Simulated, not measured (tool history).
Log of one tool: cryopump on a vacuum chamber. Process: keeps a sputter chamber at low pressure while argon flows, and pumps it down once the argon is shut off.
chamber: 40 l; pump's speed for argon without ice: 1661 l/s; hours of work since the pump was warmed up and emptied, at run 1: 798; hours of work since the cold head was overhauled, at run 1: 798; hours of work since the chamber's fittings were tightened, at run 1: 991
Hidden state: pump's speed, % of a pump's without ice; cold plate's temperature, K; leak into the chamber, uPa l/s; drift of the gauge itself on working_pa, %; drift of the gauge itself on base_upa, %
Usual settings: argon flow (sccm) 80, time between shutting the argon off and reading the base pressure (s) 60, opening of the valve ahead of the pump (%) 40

run	day	argon flow (sccm)	time between shutting the argon off and reading the base pressure (s)	opening of the valve ahead of the pump (%)	hours of work since the pump was warmed up and emptied	hours of work since the cold head was overhauled	hours of work since the chamber's fittings were tightened	pressure while argon flows (Pa)	pressure after the wait (uPa)
1	0.000	80	60	40	798	798	991	0.2429	0.79
2	1.154	80	60	40	818	818	1011	0.2433	0.79
3	1.812	80	60	40	829	829	1022	0.2444	0.78
4	2.512	80	60	24	842	842	1035	0.3806	0.77
5	3.471	80	60	40	858	858	1051	0.2462	0.85
6	4.029	47	60	40	868	868	1061	0.1449	0.78

The next listed run, before its measurement:
7	4.712	47	60	40	880	880	1073	?	?

pressure while argon flows (Pa): 0.1448
pressure after the wait (uPa): 0.83
Without the tool's hidden state the same run would have given pressure while argon flows (Pa) 0.1192, pressure after the wait (uPa) 0.61.

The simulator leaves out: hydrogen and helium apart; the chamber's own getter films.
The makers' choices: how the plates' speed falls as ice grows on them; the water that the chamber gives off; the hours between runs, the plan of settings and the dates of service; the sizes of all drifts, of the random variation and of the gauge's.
